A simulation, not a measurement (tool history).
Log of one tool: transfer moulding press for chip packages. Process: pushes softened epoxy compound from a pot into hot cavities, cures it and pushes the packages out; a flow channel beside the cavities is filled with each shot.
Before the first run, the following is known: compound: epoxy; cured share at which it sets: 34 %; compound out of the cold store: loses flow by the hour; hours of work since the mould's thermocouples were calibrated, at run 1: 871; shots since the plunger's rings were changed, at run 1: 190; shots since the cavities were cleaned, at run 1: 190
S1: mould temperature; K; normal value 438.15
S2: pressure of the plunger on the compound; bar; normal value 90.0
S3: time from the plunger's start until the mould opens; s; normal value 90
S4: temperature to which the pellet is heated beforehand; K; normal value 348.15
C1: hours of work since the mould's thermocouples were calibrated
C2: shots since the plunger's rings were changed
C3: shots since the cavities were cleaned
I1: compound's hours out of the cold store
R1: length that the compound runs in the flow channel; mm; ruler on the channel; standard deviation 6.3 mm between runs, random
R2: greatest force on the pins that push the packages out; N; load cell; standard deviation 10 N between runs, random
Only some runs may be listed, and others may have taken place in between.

run   hour      S1     S2   S3      S4   C1    C2    C3    I1   R1    R2
  1    0.0  438.15   90.0   90  348.15  871   190   190  44.1  688   658
  2   18.5  438.15   90.0   90  348.15  885   452   452  29.9  718   790
      29.5  -- mould's thermocouples calibrated
  3   46.8  438.15   90.0   90  348.15   13   825   825  37.1  703   820
  4   71.8  438.15   90.0   90  348.15   32  1179  1179  23.3  733   878
      75.6  -- cavities cleaned with cleaning compound and waxed
  5   87.1  438.15   90.0   90  348.15   42  1375   164  16.6  734   603
  6  101.9  438.15   90.0   90  348.15   54  1584   373  33.8  702   719
  7  129.0  438.15   90.0   90  348.15   74  1968   757  16.1  731   824
  8  153.4  438.15  103.0   90  348.15   93  2314  1103  32.6  741   839
     161.1  -- cavities cleaned with cleaning compound and waxed
  9  176.6  438.15  103.0   90  348.15  109  2620   218  22.0  756   640
 10  210.6  441.15   90.0   90  348.15  135  3102   700  37.0  654   672
 11  231.7  441.15   90.0   90  348.15  151  3402  1000  36.7  651   734
     235.4  -- mould's thermocouples calibrated, once more
     246.0  -- plunger's sealing rings changed
     253.3  -- cavities cleaned with cleaning compound and waxed
 12  257.0  441.15   90.0   90  348.15   13   135    53  31.7  729   475
 13  275.2  441.15   90.0   90  348.15   27   393   311  35.1  704   661
 14  293.5  441.15   90.0   90  348.15   41   651   569  30.1  716   734
 15  312.2  441.15   90.0   90  348.15   55   916   834  43.2  680   804
 16  326.3  441.15   73.3   90  348.15   66  1117  1035  30.7  646   821
     339.5  -- cavities cleaned with cleaning compound and waxed
 17  353.1  431.15   80.5   90  339.15   85  1475   193  47.3  669  1250
 18  368.7  445.15   80.2   92  353.15   97  1696   414  24.7  664   563
 19  400.2  432.15   82.7   96  345.15  121  2141   859  12.6  744  1460
 20  421.1  433.15   90.0   90  348.15  136  2438  1156  10.8  776  1634
     426.2  -- cavities cleaned with cleaning compound and waxed
 21  454.8  433.15   90.0   90  348.15  161  2893   404  21.4  738  1330
 22  476.6  443.15   71.5  117  348.15  177  3203   714  29.9  600   638
 23  495.4  444.15   72.4   74  348.15  191  3468   979  45.1  569   944
     503.8  -- plunger's sealing rings changed
     515.4  -- cavities cleaned with cleaning compound and waxed
 24  521.3  444.15   95.3  126  348.15  208   227    84  33.9  729   381
 25  542.7  445.15   71.8  113  348.15  224   530   387  35.2  619   534
 26  556.8  438.15   90.0   84  353.15  235   729   586   9.5  782  1111
 27  586.9  438.15  107.1   90  357.15  258  1156  1013  36.2  776   892
     602.2  -- cavities cleaned with cleaning compound and waxed
 28  602.6  438.15   90.0   90  340.15  268  1356     4  25.7  727   479

Results for each run, recomputed without the tool's hidden state and with each run's random variation untouched:
Hidden state present: true mould temperature over the reading, C; pressure that reaches the compound, % of what is set; grip of the stained cavities, % over clean ones'; drift of the gauge itself on flow_mm, %; drift of the gauge itself on push_out_n, %.
run   R1   R2
  1  698  479
  2  732  471
  3  725  471
  4  763  497
  5  767  494
  6  735  481
  7  771  490
  8  788  476
  9  809  484
 10  706  374
 11  707  400
 12  731  395
 13  710  388
 14  725  380
 15  692  395
 16  660  395
 17  689  836
 18  686  310
 19  775  726
 20  814  797
 21  781  756
 22  639  321
 23  609  465
 24  734  303
 25  626  296
 26  795  590
 27  795  445
 28  747  486
